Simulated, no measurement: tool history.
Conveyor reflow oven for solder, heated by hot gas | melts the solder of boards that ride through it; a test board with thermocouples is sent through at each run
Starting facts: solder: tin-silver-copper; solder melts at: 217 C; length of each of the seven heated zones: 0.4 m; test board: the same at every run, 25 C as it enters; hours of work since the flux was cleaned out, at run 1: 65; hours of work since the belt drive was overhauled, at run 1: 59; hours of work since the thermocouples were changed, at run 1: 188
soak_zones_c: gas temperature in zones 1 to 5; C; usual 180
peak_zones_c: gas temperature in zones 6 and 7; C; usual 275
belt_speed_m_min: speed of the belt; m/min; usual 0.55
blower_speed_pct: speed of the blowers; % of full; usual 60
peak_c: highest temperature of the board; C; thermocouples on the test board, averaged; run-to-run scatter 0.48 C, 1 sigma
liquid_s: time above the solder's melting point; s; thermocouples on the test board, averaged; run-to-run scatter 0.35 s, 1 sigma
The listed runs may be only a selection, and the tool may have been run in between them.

| run | hour | soak_zones_c | peak_zones_c | belt_speed_m_min | blower_speed_pct | hours of work since the flux was cleaned out | hours of work since the belt drive was overhauled | hours of work since the thermocouples were changed | peak_c | liquid_s |
|---|---|---|---|---|---|---|---|---|---|---|
| 1 | 0 | 180 | 275 | 0.55 | 60 | 65 | 59 | 188 | 261.4 | 75.7 |
| 2 | 9.9 | 180 | 275 | 0.55 | 60 | 70 | 64 | 193 | 262.1 | 75.7 |
| 3 | 15.6 | 180 | 275 | 0.55 | 60 | 72 | 67 | 195 | 261.5 | 75.2 |
| 4 | 22.3 | 180 | 267 | 0.55 | 60 | 76 | 70 | 199 | 254.7 | 71.1 |
| 5 | 29.4 | 180 | 267 | 0.55 | 60 | 79 | 74 | 202 | 255.4 | 70.9 |
| 6 | 36.1 | 193 | 275 | 0.55 | 60 | 83 | 77 | 206 | 263.3 | 83 |
| 7 | 43.7 | 193 | 275 | 0.55 | 60 | 87 | 81 | 210 | 263.9 | 81.6 |
| 8 | 50.5 | 193 | 275 | 0.55 | 60 | 90 | 84 | 213 | 262.6 | 81.5 |
| 9 | 56.4 | 180 | 275 | 0.55 | 60 | 93 | 87 | 216 | 262.2 | 74.8 |
| 10 | 64.2 | 190 | 275 | 0.55 | 60 | 97 | 91 | 220 | 264.1 | 80.4 |
| 11 | 71.8 | 190 | 275 | 0.55 | 60 | 101 | 95 | 224 | 263.4 | 81.1 |
| 12 | 78.1 | 190 | 275 | 0.55 | 60 | 104 | 98 | 227 | 263 | 80.7 |
| 13 | 83 | 190 | 275 | 0.55 | 60 | 106 | 101 | 230 | 263.5 | 80.8 |
| 14 | 88.7 | 190 | 275 | 0.55 | 60 | 109 | 104 | 232 | 264.2 | 80.7 |
| 15 | 96.7 | 190 | 275 | 0.55 | 61 | 113 | 108 | 236 | 264.3 | 80.6 |
| 16 | 106.3 | 189 | 275 | 0.55 | 60 | 118 | 113 | 241 | 262.9 | 80.3 |
| 17 | 111.1 | 189 | 275 | 0.55 | 60 | 121 | 115 | 244 | 263.6 | 79.3 |
| 18 | 119.1 | 182 | 280 | 0.584 | 87 | 125 | 119 | 248 | 271 | 76.4 |
| 19 | 124.1 | 182 | 280 | 0.584 | 87 | 127 | 122 | 250 | 270.7 | 76.9 |
| 20 | 128.7 | 175 | 275 | 0.55 | 60 | 130 | 124 | 253 | 261.1 | 72.7 |
| 21 | 138.3 | 175 | 275 | 0.55 | 60 | 134 | 129 | 258 | 261.2 | 72.7 |
| 22 | 145.9 | 175 | 275 | 0.55 | 60 | 138 | 133 | 261 | 261.1 | 73.4 |

Run 23 comes next. What will it give?
| 23 | 152.8 | 180 | 265 | 0.589 | 60 | 142 | 136 | 265 | ? | ? |

peak_c: 250.5 C
liquid_s: 62.6 s
If the tool had no hidden condition, the same run with the same run-to-run variation would have returned peak_c 250.7 C, liquid_s 62.8 s.

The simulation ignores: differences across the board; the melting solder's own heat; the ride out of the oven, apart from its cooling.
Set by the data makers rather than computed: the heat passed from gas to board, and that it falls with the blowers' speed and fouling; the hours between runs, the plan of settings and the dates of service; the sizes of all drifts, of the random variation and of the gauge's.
